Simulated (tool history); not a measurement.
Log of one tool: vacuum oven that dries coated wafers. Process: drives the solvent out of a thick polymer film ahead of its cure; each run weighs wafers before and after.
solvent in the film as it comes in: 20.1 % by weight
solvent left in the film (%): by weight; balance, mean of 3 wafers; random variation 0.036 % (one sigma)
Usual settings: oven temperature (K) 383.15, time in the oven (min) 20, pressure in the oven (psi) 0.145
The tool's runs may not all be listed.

run 1 hour=0 | oven_temperature_(K)=383.15 time_in_the_oven_(min)=20 pressure_in_the_oven_(psi)=0.145 | solvent_left_in_the_film_(%)=2.05
run 2 hour=20 | oven_temperature_(K)=383.15 time_in_the_oven_(min)=20 pressure_in_the_oven_(psi)=0.145 | solvent_left_in_the_film_(%)=2.03
run 3 hour=33.4 | oven_temperature_(K)=383.15 time_in_the_oven_(min)=20 pressure_in_the_oven_(psi)=0.145 | solvent_left_in_the_film_(%)=2.1
run 4 hour=58.5 | oven_temperature_(K)=383.15 time_in_the_oven_(min)=20 pressure_in_the_oven_(psi)=0.145 | solvent_left_in_the_film_(%)=2.07
run 5 hour=77.3 | oven_temperature_(K)=374.15 time_in_the_oven_(min)=20 pressure_in_the_oven_(psi)=0.145 | solvent_left_in_the_film_(%)=4.2
run 6 hour=91.6 | oven_temperature_(K)=374.15 time_in_the_oven_(min)=20 pressure_in_the_oven_(psi)=0.145 | solvent_left_in_the_film_(%)=4.14
run 7 hour=104.8 | oven_temperature_(K)=394.15 time_in_the_oven_(min)=20 pressure_in_the_oven_(psi)=0.145 | solvent_left_in_the_film_(%)=0.95
run 8 hour=122.6 | oven_temperature_(K)=394.15 time_in_the_oven_(min)=20 pressure_in_the_oven_(psi)=0.145 | solvent_left_in_the_film_(%)=0.89
run 9 hour=137.1 | oven_temperature_(K)=394.15 time_in_the_oven_(min)=20 pressure_in_the_oven_(psi)=0.145 | solvent_left_in_the_film_(%)=0.92
run 10 hour=155.6 | oven_temperature_(K)=394.15 time_in_the_oven_(min)=20 pressure_in_the_oven_(psi)=0.336 | solvent_left_in_the_film_(%)=1.83
run 11 hour=176.5 | oven_temperature_(K)=383.15 time_in_the_oven_(min)=20 pressure_in_the_oven_(psi)=0.345 | solvent_left_in_the_film_(%)=3.41
run 12 hour=197.4 | oven_temperature_(K)=383.15 time_in_the_oven_(min)=20 pressure_in_the_oven_(psi)=0.345 | solvent_left_in_the_film_(%)=3.38
run 13 hour=212.4 | oven_temperature_(K)=383.15 time_in_the_oven_(min)=20 pressure_in_the_oven_(psi)=0.345 | solvent_left_in_the_film_(%)=3.46
run 14 hour=238.3 | oven_temperature_(K)=383.15 time_in_the_oven_(min)=28 pressure_in_the_oven_(psi)=0.277 | solvent_left_in_the_film_(%)=2.34
run 15 hour=262.4 | oven_temperature_(K)=377.15 time_in_the_oven_(min)=28 pressure_in_the_oven_(psi)=0.09 | solvent_left_in_the_film_(%)=1.81
-- hour=284 oven's thermocouples calibrated
run 16 hour=286.7 | oven_temperature_(K)=396.15 time_in_the_oven_(min)=15 pressure_in_the_oven_(psi)=0.09 | solvent_left_in_the_film_(%)=0.69
run 17 hour=313.8 | oven_temperature_(K)=397.15 time_in_the_oven_(min)=14 pressure_in_the_oven_(psi)=0.087 | solvent_left_in_the_film_(%)=0.62
run 18 hour=328.9 | oven_temperature_(K)=383.15 time_in_the_oven_(min)=32 pressure_in_the_oven_(psi)=0.306 | solvent_left_in_the_film_(%)=2.23
run 19 hour=345.6 | oven_temperature_(K)=375.15 time_in_the_oven_(min)=34 pressure_in_the_oven_(psi)=0.145 | solvent_left_in_the_film_(%)=1.97
run 20 hour=375.3 | oven_temperature_(K)=371.15 time_in_the_oven_(min)=20 pressure_in_the_oven_(psi)=0.183 | solvent_left_in_the_film_(%)=5.11
run 21 hour=389.8 | oven_temperature_(K)=371.15 time_in_the_oven_(min)=20 pressure_in_the_oven_(psi)=0.183 | solvent_left_in_the_film_(%)=5.13
run 22 hour=420.3 | oven_temperature_(K)=393.15 time_in_the_oven_(min)=19 pressure_in_the_oven_(psi)=0.145 | solvent_left_in_the_film_(%)=0.94
run 23 hour=445.7 | oven_temperature_(K)=378.15 time_in_the_oven_(min)=19 pressure_in_the_oven_(psi)=0.073 | solvent_left_in_the_film_(%)=2.54
run 24 hour=462.9 | oven_temperature_(K)=378.15 time_in_the_oven_(min)=19 pressure_in_the_oven_(psi)=0.073 | solvent_left_in_the_film_(%)=2.56
run 25 hour=482.5 | oven_temperature_(K)=383.15 time_in_the_oven_(min)=22 pressure_in_the_oven_(psi)=0.136 | solvent_left_in_the_film_(%)=1.64

Forecast each of these 5 alternatives for the next run:
run A hour=500.7 | oven_temperature_(K)=383.15 time_in_the_oven_(min)=20 pressure_in_the_oven_(psi)=0.458 | solvent_left_in_the_film_(%)=?
run B hour=500.7 | oven_temperature_(K)=383.15 time_in_the_oven_(min)=19 pressure_in_the_oven_(psi)=0.142 | solvent_left_in_the_film_(%)=?
run C hour=500.7 | oven_temperature_(K)=383.15 time_in_the_oven_(min)=20 pressure_in_the_oven_(psi)=0.544 | solvent_left_in_the_film_(%)=?
run D hour=500.7 | oven_temperature_(K)=383.15 time_in_the_oven_(min)=35 pressure_in_the_oven_(psi)=0.136 | solvent_left_in_the_film_(%)=?
run E hour=500.7 | oven_temperature_(K)=389.15 time_in_the_oven_(min)=12 pressure_in_the_oven_(psi)=0.106 | solvent_left_in_the_film_(%)=?

run=A solvent_left_in_the_film_(%)=3.86
run=B solvent_left_in_the_film_(%)=2.08
run=C solvent_left_in_the_film_(%)=4.48
run=D solvent_left_in_the_film_(%)=1.07
run=E solvent_left_in_the_film_(%)=2.2
Without the tool's hidden state the same runs would have given:
run=A solvent_left_in_the_film_(%)=3.83
run=B solvent_left_in_the_film_(%)=2.04
run=C solvent_left_in_the_film_(%)=4.45
run=D solvent_left_in_the_film_(%)=1.02
run=E solvent_left_in_the_film_(%)=2.17
